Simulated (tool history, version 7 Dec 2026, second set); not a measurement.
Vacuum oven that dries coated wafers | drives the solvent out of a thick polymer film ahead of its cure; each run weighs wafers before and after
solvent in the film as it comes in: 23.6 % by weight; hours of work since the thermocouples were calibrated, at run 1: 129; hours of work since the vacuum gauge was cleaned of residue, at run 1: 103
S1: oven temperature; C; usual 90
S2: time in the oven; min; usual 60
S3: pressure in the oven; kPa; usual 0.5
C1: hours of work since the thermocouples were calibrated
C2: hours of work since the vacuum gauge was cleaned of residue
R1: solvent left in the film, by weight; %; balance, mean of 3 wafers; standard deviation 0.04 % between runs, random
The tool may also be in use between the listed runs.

Run 1, hour 0: usual settings; C1 129; C2 103. Result: R1 4.13 %.
Run 2, hour 26.2: usual settings but S1 96 C; C1 149; C2 124. Result: R1 2.46 %.
Run 3, hour 61.7: usual settings but S1 96 C; C1 177; C2 151. Result: R1 2.42 %.
Run 4, hour 88.2: usual settings but S1 87 C; C1 198; C2 172. Result: R1 5 %.
Run 5, hour 121.9: usual settings but S1 87 C; C1 224; C2 198. Result: R1 4.99 %.
Run 6, hour 159.6: usual settings but S1 87 C; C1 253; C2 228. Result: R1 5 %.
Run 7, hour 195.5: usual settings but S1 84 C; C1 281; C2 256. Result: R1 6.16 %.
Run 8, hour 211.7: usual settings; C1 294; C2 268. Result: R1 4.13 %.
Run 9, hour 241: usual settings; C1 317; C2 291. Result: R1 4.07 %.
Run 10, hour 271.6: usual settings; C1 341; C2 315. Result: R1 4 %.
Run 11, hour 308.3: usual settings; C1 369; C2 343. Result: R1 4 %.
Run 12, hour 333.1: usual settings; C1 389; C2 363. Result: R1 3.98 %.
Run 13, hour 352.2: usual settings but S1 82 C; C1 403; C2 378. Result: R1 6.78 %.
Run 14, hour 371.5: usual settings but S1 82 C; C1 419; C2 393. Result: R1 6.7 %.
Run 15, hour 404.7: usual settings but S1 93 C; C1 444; C2 419. Result: R1 3.14 %.
Run 16, hour 443.3: usual settings but S1 81 C; C1 474; C2 449. Result: R1 7.02 %.
Run 17, hour 475.9: usual settings but S1 81 C; C1 500; C2 474. Result: R1 6.98 %.
Run 18, hour 502.4: usual settings but S1 81 C; C1 521; C2 495. Result: R1 7.05 %.
Run 19, hour 532.4: usual settings but S1 85 C; C1 544; C2 518. Result: R1 5.56 %.
Run 20, hour 563.5: usual settings but S1 85 C; C1 568; C2 542. Result: R1 5.6 %.
Run 21, hour 590.8: usual settings but S1 87 C; C1 589; C2 564. Result: R1 4.91 %.
At hour 594.5: oven's thermocouples calibrated.
Run 22, hour 621.7: usual settings but S1 87 C; C1 21; C2 586. Result: R1 4.84 %.
Run 23, hour 639.3: usual settings but S1 87 C; C1 35; C2 600. Result: R1 4.82 %.
Run 24, hour 676.9: usual settings but S1 87 C; C1 64; C2 629. Result: R1 4.81 %.
Run 25, hour 702.7: usual settings but S1 87 C; C1 84; C2 649. Result: R1 4.77 %.
At hour 719.3: oven's thermocouples calibrated, once more.
Run 26, hour 722.8: usual settings but S2 33 min, S3 1.19 kPa; C1 3; C2 663. Result: R1 8.29 %.
Run 27, hour 753.6: usual settings but S1 102 C, S2 76 min, S3 1.458 kPa; C1 27; C2 687. Result: R1 0.95 %.
Run 28, hour 783.9: usual settings but S1 102 C, S2 76 min, S3 1.458 kPa; C1 50; C2 711. Result: R1 0.91 %.
Run 29, hour 821.1: usual settings but S1 102 C, S2 50 min, S3 0.805 kPa; C1 79; C2 740. Result: R1 2.07 %.
Run 30, hour 849.6: usual settings but S2 40 min, S3 0.564 kPa; C1 101; C2 762. Result: R1 6.85 %.
Run 31, hour 875: usual settings but S1 101 C, S2 43 min, S3 1.69 kPa; C1 121; C2 782. Result: R1 3.17 %.
Run 32, hour 910.2: usual settings but S1 92 C, S2 72 min; C1 149; C2 809. Result: R1 2.58 %.
Run 33, hour 939.6: usual settings but S1 92 C, S2 72 min; C1 172; C2 832. Result: R1 2.51 %.
Run 34, hour 961: usual settings but S2 57 min, S3 0.381 kPa; C1 188; C2 849. Result: R1 4.36 %.
Run 35, hour 992.5: usual settings but S2 57 min, S3 0.381 kPa; C1 213; C2 874. Result: R1 4.46 %.
Run 36, hour 1026.5: usual settings but S3 1.861 kPa; C1 239; C2 900. Result: R1 4.43 %.
Run 37, hour 1054: usual settings but S1 88 C, S2 39 min, S3 1.861 kPa; C1 261; C2 922. Result: R1 8.01 %.
Run 38, hour 1092.2: usual settings but S1 88 C, S2 39 min, S3 1.861 kPa; C1 291; C2 951. Result: R1 7.95 %.
Run 39, hour 1128.3: usual settings but S1 83 C, S2 67 min, S3 1.555 kPa; C1 319; C2 979. Result: R1 5.99 %.
Run 40, hour 1151.6: usual settings but S1 83 C, S2 63 min, S3 0.286 kPa; C1 337; C2 998. Result: R1 6.07 %.
Run 41, hour 1186.7: usual settings but S1 83 C, S2 63 min, S3 0.286 kPa; C1 364; C2 1025. Result: R1 6.03 %.
Run 42, hour 1222.7: usual settings but S1 83 C, S2 46 min, S3 0.286 kPa; C1 392; C2 1053. Result: R1 8.24 %.
Run 43, hour 1261.5: usual settings but S1 83 C, S2 46 min, S3 0.286 kPa; C1 423; C2 1083. Result: R1 8.08 %.
Run 44, hour 1294.1: usual settings but S1 92 C, S2 62 min, S3 0.473 kPa; C1 448; C2 1109. Result: R1 3.25 %.

Run 45 is up next; what results do you expect?
Run 45, hour 1310.2: usual settings but S1 78 C, S2 48 min, S3 0.536 kPa; C1 461; C2 1121. Result: R1 ?.

{"run 45": {"R1": 9.75}}
On a tool with no hidden condition, and with the same random variation, this run would have come out at R1 9.87 %.
